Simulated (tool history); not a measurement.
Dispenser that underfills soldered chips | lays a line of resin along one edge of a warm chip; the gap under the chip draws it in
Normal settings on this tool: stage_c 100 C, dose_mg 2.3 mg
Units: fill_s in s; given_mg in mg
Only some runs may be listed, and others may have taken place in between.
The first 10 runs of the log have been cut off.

run,day,stage_c,dose_mg,hours of work since the syringe was changed,hours of work since the valve was cleaned,hours of work since the stage was calibrated,fill_s,given_mg
11,2.292,100,2.17,7,4,113,29.1,2.166
# day 2.542: new syringe of resin
12,2.542,100,2.3,0,8,117,15.9,2.313
13,2.712,111,2.3,3,11,120,14.2,2.301
14,2.95,100,2.3,7,15,124,30,2.286
15,3.154,100,2.3,10,19,127,40.6,2.273
# day 3.208: new syringe of resin
16,3.362,100,2.3,3,22,131,19.9,2.286
17,3.508,100,2.3,5,24,133,24.4,2.286
18,3.758,100,2.3,9,28,137,35.8,2.276

Estimate the outcome of run 19 from the log above:
# day 3.879: new syringe of resin
19,3.904,106,2.35,0,31,140,?,?

{"run 19": {"fill_s": 13.1, "given_mg": 2.32}}
With no hidden state in the tool, this same run would have given fill_s 12.4 s, given_mg 2.346 mg.
